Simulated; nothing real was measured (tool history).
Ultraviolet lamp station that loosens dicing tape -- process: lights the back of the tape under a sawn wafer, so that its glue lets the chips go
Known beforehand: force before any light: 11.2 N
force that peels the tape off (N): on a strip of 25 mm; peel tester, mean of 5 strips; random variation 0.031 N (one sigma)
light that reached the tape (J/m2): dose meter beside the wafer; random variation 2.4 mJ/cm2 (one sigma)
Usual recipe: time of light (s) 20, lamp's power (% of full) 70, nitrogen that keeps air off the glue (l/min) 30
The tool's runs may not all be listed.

| run | hour | time of light (s) | lamp's power (% of full) | nitrogen that keeps air off the glue (l/min) | force that peels the tape off (N) | light that reached the tape (J/m2) |
|---|---|---|---|---|---|---|
| 1 | 0 | 20 | 70 | 30 | 1.904 | 2250 |
| 2 | 61.6 | 20 | 70 | 19 | 2.28 | 2200 |
| 3 | 99.8 | 20 | 70 | 19 | 2.246 | 2210 |
| 4 | 155.7 | 20 | 71 | 30 | 1.942 | 2200 |
| 5 | 183.2 | 20 | 75 | 30 | 1.841 | 2300 |
| 6 | 238 | 20 | 70 | 16 | 2.709 | 2090 |
| 7 | 268.6 | 20 | 60 | 30 | 2.576 | 1810 |
| 8 | 304 | 20 | 60 | 30 | 2.646 | 1790 |
| 9 | 363.8 | 20 | 60 | 30 | 2.685 | 1730 |
| 10 | 418.3 | 20 | 70 | 30 | 2.256 | 1990 |
| 11 | 464.2 | 20 | 70 | 30 | 2.284 | 1980 |
| 12 | 528.2 | 20 | 70 | 30 | 2.347 | 1980 |
| 13 | 572.7 | 20 | 70 | 30 | 2.396 | 1930 |
| 14 | 620.7 | 25 | 70 | 30 | 1.333 | 2770 |
| 15 | 681.7 | 20 | 70 | 44 | 1.685 | 2140 |
| 16 | 741.9 | 20 | 70 | 59 | 1.689 | 2120 |
| 17 | 799.8 | 20 | 70 | 59 | 1.741 | 2040 |
| 18 | 852 | 20 | 70 | 59 | 1.702 | 2080 |
| 19 | 914.4 | 20 | 70 | 59 | 1.816 | 2050 |
| 20 | 977.6 | 20 | 70 | 59 | 1.853 | 2010 |
| 21 | 1038.9 | 20 | 69 | 9 | 3.569 | 1950 |
| 22 | 1098.4 | 29 | 73 | 10 | 2.105 | 2910 |
| 23 | 1149 | 29 | 73 | 10 | 2.108 | 2890 |
| 24 | 1201.3 | 17 | 60 | 10 | 4.93 | 1400 |
| 25 | 1241.6 | 20 | 63 | 13 | 3.838 | 1630 |
| 26 | 1284.2 | 20 | 63 | 13 | 3.958 | 1640 |
| 27 | 1344.9 | 21 | 64 | 21 | 3.178 | 1710 |
| 28 | 1394.6 | 21 | 64 | 21 | 3.043 | 1730 |
| 29 | 1451.8 | 33 | 76 | 12 | 1.682 | 3140 |
| 30 | 1509.2 | 26 | 84 | 14 | 2.002 | 2670 |
| 31 | 1549.8 | 15 | 84 | 57 | 2.775 | 1530 |
| 32 | 1580.8 | 15 | 84 | 57 | 2.882 | 1510 |
| 33 | 1626.7 | 18 | 70 | 57 | 2.906 | 1500 |
| 34 | 1681.4 | 32 | 66 | 24 | 1.35 | 2860 |
| 35 | 1738.4 | 34 | 64 | 39 | 1.041 | 2840 |
| 36 | 1789.9 | 18 | 64 | 12 | 4.375 | 1530 |
| 37 | 1849.8 | 15 | 70 | 30 | 3.812 | 1350 |
| 38 | 1898.2 | 14 | 70 | 13 | 5.168 | 1240 |
| 39 | 1940.9 | 10 | 70 | 30 | 5.449 | 880 |
| 40 | 1987.9 | 20 | 65 | 28 | 3.101 | 1590 |

The log once held 2 entries between its listed runs, left out of this copy. Where does each go, and what is different about the tool's unlogged condition between the listed run before it and the listed run after it?
Run 13 -> run 14: window cleaned of glue's vapour (hour 607.4)
  lamp's light, % of a new lamp's: 87.1 -> 86.6; light that the window lets through, % of a clean one's: 87 -> 98.9
  measured result minus the result with no hidden state, force that peels the tape off (N): +0.883 -> +0.359; light that reached the tape (J/m2): -620 -> -460
Run 33 -> run 34: window cleaned of glue's vapour (hour 1671.5)
  lamp's light, % of a new lamp's: 74.6 -> 74; light that the window lets through, % of a clean one's: 86.9 -> 99.7
  measured result minus the result with no hidden state, force that peels the tape off (N): +1.444 -> +0.636; light that reached the tape (J/m2): -810 -> -1010
